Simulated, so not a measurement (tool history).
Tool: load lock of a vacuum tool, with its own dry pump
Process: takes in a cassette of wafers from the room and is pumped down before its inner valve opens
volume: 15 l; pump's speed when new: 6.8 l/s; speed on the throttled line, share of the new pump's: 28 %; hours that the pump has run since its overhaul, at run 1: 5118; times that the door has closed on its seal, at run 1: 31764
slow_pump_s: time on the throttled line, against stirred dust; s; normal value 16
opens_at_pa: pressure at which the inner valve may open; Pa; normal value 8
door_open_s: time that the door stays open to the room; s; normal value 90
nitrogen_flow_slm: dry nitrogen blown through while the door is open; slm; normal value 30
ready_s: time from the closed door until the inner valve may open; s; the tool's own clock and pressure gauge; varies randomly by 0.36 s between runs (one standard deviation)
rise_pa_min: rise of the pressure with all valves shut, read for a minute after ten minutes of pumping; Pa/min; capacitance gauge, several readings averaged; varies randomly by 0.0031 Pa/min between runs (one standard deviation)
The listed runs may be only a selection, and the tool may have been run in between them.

| run | hour | slow_pump_s | opens_at_pa | door_open_s | nitrogen_flow_slm | hours that the pump has run since its overhaul | times that the door has closed on its seal | incoming humidity of the room's air, % | ready_s | rise_pa_min |
|---|---|---|---|---|---|---|---|---|---|---|
| 1 | 0.0 | 16 | 8 | 90 | 30 | 5118 | 31764 | 45.7 | 34.7 | 0.340 |
| 2 | 390.4 | 16 | 8 | 90 | 30 | 5508 | 33441 | 46.9 | 35.0 | 0.357 |
| 3 | 661.5 | 16 | 8 | 90 | 30 | 5779 | 34606 | 41.2 | 35.8 | 0.372 |
| 4 | 967.9 | 16 | 8 | 90 | 30 | 6086 | 35922 | 43.1 | 35.6 | 0.376 |
| 5 | 1422.6 | 16 | 8 | 90 | 30 | 6540 | 37875 | 44.2 | 36.4 | 0.402 |
| 6 | 1757.3 | 16 | 8 | 90 | 30 | 6875 | 39313 | 45.8 | 36.9 | 0.434 |
| 7 | 2014.6 | 16 | 8 | 90 | 18 | 7132 | 40419 | 46.1 | 36.8 | 0.461 |
| 8 | 2423.8 | 16 | 8 | 90 | 18 | 7542 | 42176 | 44.9 | 37.5 | 0.474 |
| 9 | 2690.0 | 16 | 8 | 90 | 18 | 7808 | 43320 | 47.1 | 36.3 | 0.502 |
| 10 | 3199.6 | 16 | 8 | 90 | 18 | 8317 | 45510 | 47.2 | 36.8 | 0.516 |
| 11 | 3634.2 | 16 | 8 | 90 | 18 | 8752 | 47376 | 43.5 | 38.0 | 0.551 |
|  | 3944.9 | dry pump taken out, an overhauled one fitted |
| 12 | 4109.6 | 16 | 9 | 90 | 30 | 165 | 49393 | 44.3 | 31.8 | 0.566 |
| 13 | 4587.7 | 16 | 9 | 90 | 30 | 643 | 51447 | 45.1 | 32.6 | 0.588 |
| 14 | 4832.2 | 16 | 8 | 90 | 8 | 887 | 52497 | 43.3 | 33.0 | 0.626 |
| 15 | 5068.2 | 16 | 8 | 44 | 30 | 1123 | 53511 | 48.2 | 33.0 | 0.595 |
| 16 | 5522.2 | 16 | 8 | 44 | 30 | 1577 | 55462 | 44.4 | 33.5 | 0.623 |
| 17 | 5886.6 | 16 | 8 | 44 | 30 | 1942 | 57027 | 45.3 | 33.7 | 0.650 |
| 18 | 6125.8 | 16 | 8 | 44 | 30 | 2181 | 58055 | 41.2 | 33.5 | 0.656 |
| 19 | 6505.2 | 12 | 8 | 44 | 13 | 2560 | 59685 | 41.2 | 31.1 | 0.689 |
| 20 | 7036.5 | 12 | 8 | 44 | 13 | 3092 | 61967 | 42.3 | 31.0 | 0.740 |
|  | 7167.5 | door's seal changed, seat wiped |
| 21 | 7434.6 | 12 | 8 | 44 | 13 | 3488 | 1147 | 44.6 | 31.7 | 0.064 |
| 22 | 7672.0 | 12 | 7 | 27 | 6 | 3726 | 2167 | 45.5 | 31.7 | 0.058 |
| 23 | 8070.3 | 12 | 7 | 27 | 6 | 4124 | 3878 | 46.8 | 33.0 | 0.065 |
| 24 | 8329.3 | 16 | 7 | 33 | 30 | 4383 | 4991 | 46.6 | 36.0 | 0.061 |
| 25 | 8758.1 | 16 | 7 | 33 | 30 | 4812 | 6833 | 45.6 | 36.5 | 0.069 |
| 26 | 8987.3 | 11 | 7 | 129 | 25 | 5041 | 7818 | 49.0 | 32.6 | 0.147 |
| 27 | 9426.7 | 16 | 7 | 90 | 30 | 5480 | 9705 | 47.2 | 36.0 | 0.119 |
| 28 | 9645.5 | 16 | 6 | 38 | 17 | 5699 | 10645 | 44.3 | 37.3 | 0.099 |
| 29 | 10046.1 | 16 | 8 | 90 | 29 | 6100 | 12366 | 47.6 | 36.4 | 0.137 |
| 30 | 10361.8 | 23 | 7 | 139 | 6 | 6415 | 13723 | 48.3 | 41.4 | 0.222 |
| 31 | 10689.6 | 16 | 6 | 90 | 30 | 6743 | 15131 | 42.3 | 37.4 | 0.140 |
| 32 | 11039.9 | 16 | 6 | 90 | 30 | 7093 | 16636 | 46.6 | 38.1 | 0.156 |
| 33 | 11554.3 | 16 | 6 | 90 | 30 | 7608 | 18846 | 43.6 | 38.7 | 0.171 |
| 34 | 11845.7 | 16 | 6 | 90 | 43 | 7899 | 20098 | 45.7 | 38.5 | 0.165 |
| 35 | 12196.7 | 13 | 10 | 158 | 5 | 8250 | 21606 | 41.2 | 35.5 | 0.271 |
| 36 | 12453.2 | 11 | 10 | 158 | 10 | 8507 | 22708 | 44.3 | 34.4 | 0.275 |

Forecast each of these 4 alternatives for the next run:
| A | 12881.3 | 18 | 10 | 27 | 10 | 8935 | 24547 | 46.1 | ? | ? |
| B | 12881.3 | 24 | 15 | 158 | 28 | 8935 | 24547 | 44.1 | ? | ? |
| C | 12881.3 | 11 | 13 | 158 | 10 | 8935 | 24547 | 44.8 | ? | ? |
| D | 12881.3 | 27 | 8 | 232 | 43 | 8935 | 24547 | 45.9 | ? | ? |

| run | ready_s | rise_pa_min |
|---|---|---|
| A | 39.2 | 0.184 |
| B | 41.3 | 0.253 |
| C | 33.8 | 0.292 |
| D | 45.6 | 0.256 |
Had the tool no hidden state, the same runs would have come out as:
| run | ready_s | rise_pa_min |
|---|---|---|
| A | 33.1 | 0.048 |
| B | 36.4 | 0.115 |
| C | 27.4 | 0.155 |
| D | 40.4 | 0.123 |

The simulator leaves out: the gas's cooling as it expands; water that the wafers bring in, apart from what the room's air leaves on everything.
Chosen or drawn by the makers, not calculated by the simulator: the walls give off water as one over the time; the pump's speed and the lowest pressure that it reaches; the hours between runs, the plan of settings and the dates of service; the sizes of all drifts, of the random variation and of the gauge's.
